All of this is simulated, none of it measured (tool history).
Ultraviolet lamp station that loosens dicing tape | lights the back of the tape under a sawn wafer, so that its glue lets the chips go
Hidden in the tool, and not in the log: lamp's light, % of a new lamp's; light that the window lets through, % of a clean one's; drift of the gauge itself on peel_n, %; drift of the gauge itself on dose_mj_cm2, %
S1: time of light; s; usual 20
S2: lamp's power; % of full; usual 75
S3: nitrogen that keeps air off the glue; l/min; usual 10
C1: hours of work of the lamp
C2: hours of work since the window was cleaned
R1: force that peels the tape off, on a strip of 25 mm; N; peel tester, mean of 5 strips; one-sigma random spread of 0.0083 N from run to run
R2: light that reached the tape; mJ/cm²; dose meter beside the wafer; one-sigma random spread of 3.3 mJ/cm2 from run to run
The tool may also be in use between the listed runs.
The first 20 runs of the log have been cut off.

run,hour,S1,S2,S3,C1,C2,R1,R2
21,660.2,20,65,10,645,110,0.643,362
22,702.4,32,93,10,666,132,0.154,822
23,746.9,23,96,13,689,155,0.233,599
24,769.4,23,96,13,701,167,0.242,595
25,804.7,23,89,3,719,185,0.598,548
26,841.9,16,88,3,738,204,1.013,371
27,875.8,16,88,3,756,221,1.055,371
28,915.3,20,74,4,776,242,0.866,382
29,941.4,30,67,4,790,255,0.527,511
30,974.9,24,90,3,807,273,0.6,549
31,994.1,24,90,3,817,283,0.593,544
32,1013.3,11,75,4,827,292,1.628,206
# hour 1055.4: window cleaned of glue's vapour
33,1057.8,20,93,10,850,1,0.382,487
34,1097.6,12,75,13,870,22,1.109,237
35,1122.8,38,85,10,883,35,0.151,835

3 options for the next run, each taken on its own from the tool as it stands now. Forecast them:
A,1168.4,20,67,9,907,58,?,?
B,1168.4,23,96,4,907,58,?,?
C,1168.4,37,69,10,907,58,?,?

run,R1,R2
A,0.748,336
B,0.491,558
C,0.229,645
The same runs, with their run-to-run variation unchanged, on a tool lacking any hidden condition would have given:
run,R1,R2
A,0.43,474
B,0.258,784
C,0.13,906
